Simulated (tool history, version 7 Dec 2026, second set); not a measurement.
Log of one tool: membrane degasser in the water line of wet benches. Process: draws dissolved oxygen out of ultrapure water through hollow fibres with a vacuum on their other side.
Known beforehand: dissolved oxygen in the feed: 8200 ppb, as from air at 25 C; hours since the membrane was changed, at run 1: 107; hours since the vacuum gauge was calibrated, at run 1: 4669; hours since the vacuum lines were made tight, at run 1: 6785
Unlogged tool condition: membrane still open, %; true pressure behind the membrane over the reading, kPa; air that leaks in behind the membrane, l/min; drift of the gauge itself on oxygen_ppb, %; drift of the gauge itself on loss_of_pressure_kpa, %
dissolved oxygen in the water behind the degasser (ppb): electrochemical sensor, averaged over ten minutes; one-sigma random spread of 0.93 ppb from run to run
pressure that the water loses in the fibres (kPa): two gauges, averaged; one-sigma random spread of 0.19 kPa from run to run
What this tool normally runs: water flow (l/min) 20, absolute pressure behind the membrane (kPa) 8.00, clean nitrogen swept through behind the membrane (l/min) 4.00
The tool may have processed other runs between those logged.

run,day,water flow (l/min),absolute pressure behind the membrane (kPa),clean nitrogen swept through behind the membrane (l/min),hours since the membrane was changed,hours since the vacuum gauge was calibrated,hours since the vacuum lines were made tight,dissolved oxygen in the water behind the degasser (ppb),pressure that the water loses in the fibres (kPa)
1,0.000,20,8.00,4.00,107,4669,6785,91.6,41.35
2,1.375,20,8.00,4.00,140,4702,6818,91.0,41.46
3,3.342,20,8.00,4.00,187,4749,6865,92.0,41.46
4,5.183,14,8.00,4.00,231,4794,6909,49.7,29.20
5,7.442,20,8.00,4.00,286,4848,6964,93.7,41.33
6,9.175,20,8.00,4.00,327,4889,7005,91.7,41.44
7,11.271,20,8.00,2.99,378,4940,7056,111.3,41.42
8,13.158,20,8.00,2.99,423,4985,7101,112.5,41.55
9,14.679,12,6.66,7.08,459,5021,7137,18.3,24.99
10,16.208,12,8.02,10.21,496,5058,7174,17.8,25.00
11,17.638,13,6.09,4.00,530,5092,7208,29.9,27.15
12,18.712,19,6.78,4.00,556,5118,7234,69.3,39.53
13,20.175,19,8.00,2.54,591,5153,7269,115.0,39.47
14,21.333,19,6.65,8.38,619,5181,7297,45.4,39.44

Branching from run 14: 4 alternative next runs. What would each branch give?
A,22.508,16,8.00,4.00,647,5209,7325,?,?
B,22.508,19,10.48,8.38,647,5209,7325,?,?
C,22.508,28,15.67,5.84,647,5209,7325,?,?
D,22.508,17,6.57,3.49,647,5209,7325,?,?

run,dissolved oxygen in the water behind the degasser (ppb),pressure that the water loses in the fibres (kPa)
A,62.4,33.25
B,68.0,39.61
C,243.0,58.14
D,58.4,35.07
With the hidden condition removed and each run's random variation left untouched, the same runs would have given:
run,dissolved oxygen in the water behind the degasser (ppb),pressure that the water loses in the fibres (kPa)
A,58.9,33.10
B,65.5,39.44
C,237.4,57.89
D,54.5,34.91

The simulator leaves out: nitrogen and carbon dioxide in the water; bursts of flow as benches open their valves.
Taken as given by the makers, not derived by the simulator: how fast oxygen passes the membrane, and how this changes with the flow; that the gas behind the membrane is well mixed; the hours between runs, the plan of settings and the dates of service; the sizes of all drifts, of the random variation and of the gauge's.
